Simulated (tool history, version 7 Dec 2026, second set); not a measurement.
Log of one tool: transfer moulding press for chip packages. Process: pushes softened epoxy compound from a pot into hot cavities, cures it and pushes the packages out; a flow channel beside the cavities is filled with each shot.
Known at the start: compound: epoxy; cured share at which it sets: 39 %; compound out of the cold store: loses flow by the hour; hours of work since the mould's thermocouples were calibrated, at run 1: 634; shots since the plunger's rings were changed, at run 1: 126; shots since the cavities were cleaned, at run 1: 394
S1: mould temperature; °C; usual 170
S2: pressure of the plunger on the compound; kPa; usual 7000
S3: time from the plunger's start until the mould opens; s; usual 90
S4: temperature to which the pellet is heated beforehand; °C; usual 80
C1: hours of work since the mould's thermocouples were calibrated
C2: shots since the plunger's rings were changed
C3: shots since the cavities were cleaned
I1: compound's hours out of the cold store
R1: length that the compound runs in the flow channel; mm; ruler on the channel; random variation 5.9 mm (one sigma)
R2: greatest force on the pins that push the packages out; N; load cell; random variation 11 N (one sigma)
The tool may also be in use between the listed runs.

{"run": 1, "hour": 0.0, "S1": 170, "S2": 7000, "S3": 90, "S4": 80, "C1": 634, "C2": 126, "C3": 394, "I1": 11.8, "R1": 927, "R2": 696}
{"run": 2, "hour": 20.2, "S1": 170, "S2": 7000, "S3": 126, "S4": 80, "C1": 647, "C2": 363, "C3": 631, "I1": 20.3, "R1": 893, "R2": 515}
{"run": 3, "hour": 38.2, "S1": 170, "S2": 7000, "S3": 90, "S4": 87, "C1": 658, "C2": 575, "C3": 843, "I1": 39.5, "R1": 813, "R2": 768}
{"hour": 60.4, "done": "cavities cleaned with cleaning compound and waxed"}
{"run": 4, "hour": 60.5, "S1": 170, "S2": 7000, "S3": 90, "S4": 87, "C1": 671, "C2": 820, "C3": 1, "I1": 29.6, "R1": 843, "R2": 439}
{"run": 5, "hour": 82.5, "S1": 170, "S2": 7000, "S3": 90, "S4": 87, "C1": 685, "C2": 1078, "C3": 259, "I1": 46.7, "R1": 801, "R2": 554}
{"hour": 99.4, "done": "mould's thermocouples calibrated"}
{"run": 6, "hour": 103.4, "S1": 170, "S2": 7000, "S3": 90, "S4": 87, "C1": 3, "C2": 1302, "C3": 483, "I1": 46.8, "R1": 797, "R2": 734}
{"run": 7, "hour": 120.5, "S1": 170, "S2": 7000, "S3": 90, "S4": 87, "C1": 13, "C2": 1503, "C3": 684, "I1": 27.1, "R1": 870, "R2": 836}
{"run": 8, "hour": 130.9, "S1": 170, "S2": 7000, "S3": 94, "S4": 87, "C1": 20, "C2": 1624, "C3": 805, "I1": 33.9, "R1": 838, "R2": 805}
{"run": 9, "hour": 151.3, "S1": 170, "S2": 7000, "S3": 103, "S4": 80, "C1": 33, "C2": 1865, "C3": 1046, "I1": 10, "R1": 917, "R2": 781}
{"hour": 156.0, "done": "cavities cleaned with cleaning compound and waxed"}
{"run": 10, "hour": 176.4, "S1": 170, "S2": 7000, "S3": 90, "S4": 80, "C1": 48, "C2": 2142, "C3": 240, "I1": 34.2, "R1": 828, "R2": 666}
{"run": 11, "hour": 191.5, "S1": 170, "S2": 7000, "S3": 90, "S4": 80, "C1": 57, "C2": 2320, "C3": 418, "I1": 30.5, "R1": 840, "R2": 750}
{"run": 12, "hour": 215.5, "S1": 170, "S2": 7000, "S3": 90, "S4": 80, "C1": 72, "C2": 2602, "C3": 700, "I1": 44.5, "R1": 795, "R2": 839}
{"run": 13, "hour": 238.6, "S1": 170, "S2": 7000, "S3": 90, "S4": 80, "C1": 87, "C2": 2873, "C3": 971, "I1": 16.7, "R1": 880, "R2": 965}
{"hour": 249.5, "done": "cavities cleaned with cleaning compound and waxed"}
{"run": 14, "hour": 259.5, "S1": 170, "S2": 7000, "S3": 90, "S4": 80, "C1": 99, "C2": 3102, "C3": 117, "I1": 35.4, "R1": 822, "R2": 575}
{"run": 15, "hour": 274.0, "S1": 171, "S2": 7000, "S3": 112, "S4": 80, "C1": 108, "C2": 3273, "C3": 288, "I1": 31.6, "R1": 832, "R2": 476}
{"run": 16, "hour": 288.5, "S1": 170, "S2": 6530, "S3": 92, "S4": 80, "C1": 117, "C2": 3443, "C3": 458, "I1": 28.2, "R1": 809, "R2": 767}
{"hour": 293.0, "done": "plunger's sealing rings changed"}
{"run": 17, "hour": 314.0, "S1": 170, "S2": 6530, "S3": 92, "S4": 80, "C1": 131, "C2": 247, "C3": 728, "I1": 22.1, "R1": 861, "R2": 875}
{"run": 18, "hour": 337.2, "S1": 171, "S2": 7450, "S3": 110, "S4": 83, "C1": 146, "C2": 521, "C3": 1002, "I1": 23.7, "R1": 908, "R2": 650}
{"hour": 345.4, "done": "cavities cleaned with cleaning compound and waxed"}
{"run": 19, "hour": 358.7, "S1": 170, "S2": 7320, "S3": 87, "S4": 86, "C1": 159, "C2": 756, "C3": 156, "I1": 8.2, "R1": 958, "R2": 716}
{"run": 20, "hour": 369.1, "S1": 170, "S2": 7320, "S3": 87, "S4": 86, "C1": 165, "C2": 878, "C3": 278, "I1": 14.1, "R1": 928, "R2": 758}
{"run": 21, "hour": 380.7, "S1": 170, "S2": 7320, "S3": 87, "S4": 86, "C1": 173, "C2": 1015, "C3": 415, "I1": 34.2, "R1": 855, "R2": 781}
{"run": 22, "hour": 405.5, "S1": 170, "S2": 5710, "S3": 116, "S4": 71, "C1": 188, "C2": 1307, "C3": 707, "I1": 35.5, "R1": 758, "R2": 612}
{"run": 23, "hour": 421.1, "S1": 170, "S2": 7000, "S3": 84, "S4": 80, "C1": 198, "C2": 1490, "C3": 890, "I1": 18.4, "R1": 900, "R2": 1099}
{"hour": 438.5, "done": "cavities cleaned with cleaning compound and waxed"}
{"run": 24, "hour": 441.1, "S1": 170, "S2": 7000, "S3": 84, "S4": 80, "C1": 210, "C2": 1707, "C3": 30, "I1": 38.8, "R1": 824, "R2": 633}
{"run": 25, "hour": 464.0, "S1": 169, "S2": 7000, "S3": 78, "S4": 80, "C1": 224, "C2": 1977, "C3": 300, "I1": 18.4, "R1": 888, "R2": 1117}
{"run": 26, "hour": 483.9, "S1": 169, "S2": 7000, "S3": 78, "S4": 80, "C1": 236, "C2": 2211, "C3": 534, "I1": 32.8, "R1": 835, "R2": 1231}
{"run": 27, "hour": 498.5, "S1": 169, "S2": 7000, "S3": 78, "S4": 80, "C1": 246, "C2": 2383, "C3": 706, "I1": 30.8, "R1": 834, "R2": 1366}
{"run": 28, "hour": 510.1, "S1": 176, "S2": 8280, "S3": 72, "S4": 74, "C1": 253, "C2": 2519, "C3": 842, "I1": 22.5, "R1": 903, "R2": 1135}

Forecast each of these 5 alternatives for the next run:
{"run": "A", "hour": 522.4, "S1": 167, "S2": 8280, "S3": 72, "S4": 74, "C1": 261, "C2": 2664, "C3": 987, "I1": 14.1, "R1": "?", "R2": "?"}
{"run": "B", "hour": 522.4, "S1": 170, "S2": 7430, "S3": 90, "S4": 85, "C1": 261, "C2": 2664, "C3": 987, "I1": 21.2, "R1": "?", "R2": "?"}
{"run": "C", "hour": 522.4, "S1": 163, "S2": 6290, "S3": 99, "S4": 74, "C1": 261, "C2": 2664, "C3": 987, "I1": 20.5, "R1": "?", "R2": "?"}
{"run": "D", "hour": 522.4, "S1": 170, "S2": 7250, "S3": 90, "S4": 80, "C1": 261, "C2": 2664, "C3": 987, "I1": 47.2, "R1": "?", "R2": "?"}
{"run": "E", "hour": 522.4, "S1": 171, "S2": 6810, "S3": 72, "S4": 74, "C1": 261, "C2": 2664, "C3": 987, "I1": 44, "R1": "?", "R2": "?"}

run=A R1=985 R2=2138
run=B R1=892 R2=904
run=C R1=849 R2=1304
run=D R1=800 R2=875
run=E R1=769 R2=1480
Without the tool's hidden state the same runs would have given:
run=A R1=1016 R2=1130
run=B R1=920 R2=480
run=C R1=875 R2=687
run=D R1=825 R2=461
run=E R1=793 R2=781

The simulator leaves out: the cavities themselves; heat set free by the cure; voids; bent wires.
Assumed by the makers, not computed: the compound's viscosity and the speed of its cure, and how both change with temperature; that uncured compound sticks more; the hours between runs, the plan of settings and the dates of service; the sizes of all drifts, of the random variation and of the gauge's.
